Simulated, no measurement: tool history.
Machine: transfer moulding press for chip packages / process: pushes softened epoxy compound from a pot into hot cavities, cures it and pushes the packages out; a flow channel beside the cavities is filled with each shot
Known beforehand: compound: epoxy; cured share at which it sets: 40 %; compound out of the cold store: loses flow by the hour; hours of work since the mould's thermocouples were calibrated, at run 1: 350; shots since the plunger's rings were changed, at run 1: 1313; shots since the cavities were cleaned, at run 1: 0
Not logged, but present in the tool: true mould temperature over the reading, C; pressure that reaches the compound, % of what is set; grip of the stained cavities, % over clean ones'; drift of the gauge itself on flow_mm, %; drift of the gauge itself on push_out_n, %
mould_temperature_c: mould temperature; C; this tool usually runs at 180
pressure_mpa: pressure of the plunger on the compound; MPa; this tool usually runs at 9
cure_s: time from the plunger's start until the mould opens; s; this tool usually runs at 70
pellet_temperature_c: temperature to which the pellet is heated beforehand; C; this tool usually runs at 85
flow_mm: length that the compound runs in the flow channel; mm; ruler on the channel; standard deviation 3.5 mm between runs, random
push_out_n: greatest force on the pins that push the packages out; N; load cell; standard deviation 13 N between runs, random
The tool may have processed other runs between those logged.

run   hour  mould_temperature_c  pressure_mpa  cure_s  pellet_temperature_c  hours of work since the mould's thermocouples were calibrated  shots since the plunger's rings were changed  shots since the cavities were cleaned  incoming compound's hours out of the cold store  flow_mm  push_out_n
  1      0                  180             9      70                    85                                                            350                                          1313                                      0                                             35.2      819         566
  2   34.9                  180             9      70                    85                                                            378                                          2065                                    752                                             11.4      861        1059
      56.2  -- cavities cleaned with cleaning compound and waxed
      75.3  -- mould's thermocouples calibrated
  3   75.3                  180             9      70                    85                                                              0                                          2858                                    369                                             30.9      807         856
  4  101.6                  180             9      70                    85                                                             21                                          3425                                    936                                             25.2      816        1114
     110.5  -- cavities cleaned with cleaning compound and waxed
  5  130.4                  180             9      70                    92                                                             43                                          4012                                    429                                             46.6      762         899
     145.3  -- plunger's sealing rings changed
     166.4  -- cavities cleaned with cleaning compound and waxed
  6  171.7                  180             9      70                    92                                                             72                                           536                                    114                                             15.3      874         708
  7  194.9                  180             9      70                    92                                                             91                                          1035                                    613                                             15.5      869        1024
     219.6  -- cavities cleaned with cleaning compound and waxed
  8  234.9                  180             9      70                    85                                                            122                                          1862                                    328                                             19.6      853         910
     273.8  -- cavities cleaned with cleaning compound and waxed
  9  274.5                  180             9      70                    85                                                            152                                          2683                                     16                                             36.2      801         598
 10  318.7                  180         10.94      70                    85                                                            187                                          3635                                    968                                             10.3      924        1128
     326.1  -- cavities cleaned with cleaning compound and waxed
 11  348.6                  180         10.94      70                    85                                                            210                                          4244                                    483                                             22.1      889         929
       355  -- plunger's sealing rings changed
     382.1  -- cavities cleaned with cleaning compound and waxed
 12  389.2                  180             9      70                    89                                                            239                                           702                                    152                                              8.4      886         782
     435.1  -- cavities cleaned with cleaning compound and waxed
 13  437.5                  180             9      70                    89                                                            276                                          1711                                     53                                             16.2      856         638

Run 14, settings as shown, results not yet in. Your forecast:
 14  468.9                  180             9      70                    89                                                            301                                          2386                                    728                                             35.1        ?           ?

flow_mm: 811 mm
push_out_n: 1010 N
Without the tool's hidden state the same run would have given flow_mm 846 mm, push_out_n 581 N.

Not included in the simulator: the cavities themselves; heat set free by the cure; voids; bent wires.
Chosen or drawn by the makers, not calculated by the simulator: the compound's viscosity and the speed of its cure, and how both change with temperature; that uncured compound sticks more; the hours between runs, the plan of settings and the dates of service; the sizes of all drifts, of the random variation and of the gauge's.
